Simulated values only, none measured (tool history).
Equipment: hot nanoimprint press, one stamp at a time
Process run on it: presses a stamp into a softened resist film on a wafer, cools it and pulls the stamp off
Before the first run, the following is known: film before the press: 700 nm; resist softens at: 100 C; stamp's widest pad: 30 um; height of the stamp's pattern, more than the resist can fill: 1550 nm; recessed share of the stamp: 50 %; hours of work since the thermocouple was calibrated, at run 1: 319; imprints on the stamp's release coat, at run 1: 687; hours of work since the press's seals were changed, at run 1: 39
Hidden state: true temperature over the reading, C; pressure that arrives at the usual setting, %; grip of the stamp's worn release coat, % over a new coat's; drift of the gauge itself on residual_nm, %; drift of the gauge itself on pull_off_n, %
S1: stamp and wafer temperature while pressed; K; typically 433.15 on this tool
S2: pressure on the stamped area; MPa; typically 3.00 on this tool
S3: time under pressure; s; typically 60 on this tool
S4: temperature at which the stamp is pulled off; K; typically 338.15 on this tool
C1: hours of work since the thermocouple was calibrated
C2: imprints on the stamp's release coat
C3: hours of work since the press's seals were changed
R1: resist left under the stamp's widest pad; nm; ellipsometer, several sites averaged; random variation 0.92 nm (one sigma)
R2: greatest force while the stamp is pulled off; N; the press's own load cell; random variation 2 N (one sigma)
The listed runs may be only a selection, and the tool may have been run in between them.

run   hour      S1    S2  S3      S4   C1    C2   C3     R1   R2
  1    0.0  433.15  3.00  60  338.15  319   687   39  348.0  214
  2    4.8  433.15  3.00  60  338.15  321   696   41  346.9  215
  3   13.7  433.15  3.00  60  338.15  325   712   45  348.8  213
  4   19.2  433.15  3.00  60  338.15  328   723   47  347.7  217
  5   26.0  433.15  3.00  60  338.15  331   735   50  349.1  217
  6   30.5  433.15  3.00  60  338.15  333   744   53  348.6  216
  7   38.0  433.15  3.00  60  338.15  337   757   56  349.2  216
  8   45.6  433.15  3.00  60  338.15  340   772   59  346.9  218
  9   50.4  435.15  3.00  60  338.15  342   780   62  329.5  217
 10   58.2  433.15  1.84  60  338.15  346   795   65  448.9  216
 11   63.9  441.15  3.00  60  338.15  349   806   68  278.0  217
 12   68.4  441.15  3.00  60  338.15  351   814   70  276.5  212
 13   76.1  433.15  3.00  44  338.15  354   828   73  383.7  215
 14   81.7  433.15  3.00  44  338.15  357   838   76  384.7  217
 15   90.8  433.15  3.00  60  338.15  361   855   80  350.1  217
 16   96.0  439.15  3.00  60  325.15  363   865   83  293.2  267
 17  106.0  439.15  3.00  60  325.15  368   884   87  294.6  264
 18  111.5  439.15  3.00  69  340.15  370   894   90  279.9  210
 19  119.7  427.15  4.26  36  344.15  374   909   94  407.4  193
 20  125.3  434.15  1.90  72  337.15  377   919   96  415.2  225
 21  132.5  432.15  3.03  72  337.15  380   933   99  342.0  216
 22  139.3  432.15  3.03  72  337.15  383   945  103  341.0  220
 23  147.8  433.15  2.44  60  332.15  387   961  106  392.8  239
 24  153.6  426.15  3.00  43  337.15  390   972  109  474.3  224
 25  161.3  426.15  3.00  43  337.15  393   986  113  473.3  216
 26  166.1  444.15  2.54  45  325.15  395   995  115  312.5  261
 27  172.9  444.15  2.54  37  338.15  399  1008  118  330.5  217
 28  177.3  444.15  2.54  37  338.15  401  1016  120  332.2  220
 29  187.0  444.15  2.54  37  338.15  405  1034  124  332.0  215

Alternative continuations, all from the tool just after run 29; predict every row:
  A  193.8  437.15  3.00  60  339.15  408  1046  128   ?   ?
  B  193.8  444.15  2.24  37  338.15  408  1046  128   ?   ?
  C  193.8  435.15  2.54  98  325.15  408  1046  128   ?   ?
  D  193.8  433.15  3.18  32  339.15  408  1046  128   ?   ?
  E  193.8  444.15  2.54  37  327.15  408  1046  128   ?   ?

run     R1   R2
  A  314.3  216
  B  358.0  216
  C  313.2  266
  D  412.8  212
  E  332.6  256
With the hidden condition removed and each run's random variation left untouched, the same runs would have given:
run     R1   R2
  A  308.9  216
  B  351.8  215
  C  307.9  265
  D  405.7  212
  E  326.9  256
